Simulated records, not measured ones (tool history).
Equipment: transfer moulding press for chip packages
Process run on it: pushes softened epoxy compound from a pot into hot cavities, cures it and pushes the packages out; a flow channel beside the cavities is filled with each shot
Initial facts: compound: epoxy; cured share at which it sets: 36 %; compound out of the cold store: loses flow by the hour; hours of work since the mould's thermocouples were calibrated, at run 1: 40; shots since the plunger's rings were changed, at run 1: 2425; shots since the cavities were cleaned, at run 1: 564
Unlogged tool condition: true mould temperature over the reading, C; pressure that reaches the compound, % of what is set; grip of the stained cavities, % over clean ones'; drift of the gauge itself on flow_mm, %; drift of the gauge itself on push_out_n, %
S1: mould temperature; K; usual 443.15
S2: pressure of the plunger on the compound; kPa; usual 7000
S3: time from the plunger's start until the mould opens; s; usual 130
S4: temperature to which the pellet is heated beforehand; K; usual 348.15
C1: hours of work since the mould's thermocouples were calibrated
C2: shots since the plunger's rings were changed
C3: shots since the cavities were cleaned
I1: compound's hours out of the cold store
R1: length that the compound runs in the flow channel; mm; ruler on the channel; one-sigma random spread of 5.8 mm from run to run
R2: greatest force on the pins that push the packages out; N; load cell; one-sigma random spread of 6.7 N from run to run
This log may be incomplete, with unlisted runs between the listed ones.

run   hour      S1    S2   S3      S4   C1    C2    C3    I1   R1   R2
  1    0.0  443.15  7000  130  348.15   40  2425   564  11.2  850  512
  2   16.3  443.15  7000  130  348.15   51  2577   716  37.7  769  505
  3   28.4  443.15  7000  130  348.15   59  2691   830  36.6  763  525
  4   52.0  443.15  7000  130  348.15   74  2912  1051   9.7  832  587
      64.5  -- cavities cleaned with cleaning compound and waxed
  5   71.8  443.15  7330  130  348.15   86  3083    68  45.6  755  299
  6   92.5  443.15  7330  130  348.15  100  3277   262  10.1  863  422
  7  103.9  443.15  7000  127  348.15  107  3384   369  35.9  755  438
  8  129.3  443.15  5660  130  348.15  124  3622   607  25.6  706  508
  9  142.1  443.15  7000  133  348.15  133  3741   726  32.5  763  524
 10  164.8  443.15  7000  133  348.15  148  3955   940  29.4  765  530
 11  180.7  443.15  7000  133  348.15  158  4103  1088  34.0  750  524
     188.0  -- cavities cleaned with cleaning compound and waxed
 12  197.0  443.15  7000  133  348.15  168  4241    84  15.3  785  322
 13  221.9  443.15  7000  133  348.15  184  4475   318   8.7  820  411
 14  234.1  443.15  7000  133  348.15  193  4589   432  32.4  743  433
 15  245.2  443.15  7000  133  348.15  200  4693   536  15.0  788  495
 16  262.0  443.15  7000  162  350.15  211  4851   694  47.1  707  426
 17  276.8  443.15  7000  162  350.15  221  4989   832  26.6  752  450
 18  289.9  443.15  7000  130  349.15  229  5112   955  29.3  731  572
 19  309.1  443.15  7000  130  349.15  242  5292  1135  25.0  747  560
     311.7  -- cavities cleaned with cleaning compound and waxed
 20  334.0  444.15  8610  137  342.15  258  5511   209  43.2  772  346
 21  357.1  444.15  8610  137  342.15  273  5728   426  42.0  776  423
 22  380.2  440.15  6410  143  342.15  288  5944   642  46.4  665  505
 23  397.2  438.15  6410  159  342.15  299  6103   801  35.4  694  528
 24  415.0  438.15  6410  159  342.15  311  6270   968  34.5  695  558
 25  429.8  435.15  5290  145  341.15  321  6409  1107  44.7  612  752
     434.9  -- cavities cleaned with cleaning compound and waxed
 26  450.3  435.15  5290  145  341.15  333  6586   144  47.6  600  456
 27  468.9  435.15  5290  145  341.15  346  6761   319   8.4  686  646
     477.6  -- plunger's sealing rings changed
 28  483.9  435.15  5290  145  341.15  354    59   436  39.3  726  651

Branching from run 28: 5 alternative next runs. What would each branch give?
  A  494.3  443.15  7000  130  352.15  361  157  534  18.3   ?   ?
  B  494.3  443.15  6550  170  348.15  361  157  534  24.8   ?   ?
  C  494.3  443.15  7000  130  356.15  361  157  534  42.7   ?   ?
  D  494.3  445.15  7430  130  348.15  361  157  534  43.2   ?   ?
  E  494.3  443.15  8440  130  342.15  361  157  534  25.3   ?   ?

run   R1   R2
  A  875  490
  B  818  409
  C  790  481
  D  807  442
  E  930  480
Stripped of hidden state, with their random variation kept, the same runs would have yielded:
run   R1   R2
  A  880  258
  B  822  219
  C  794  253
  D  812  233
  E  935  253
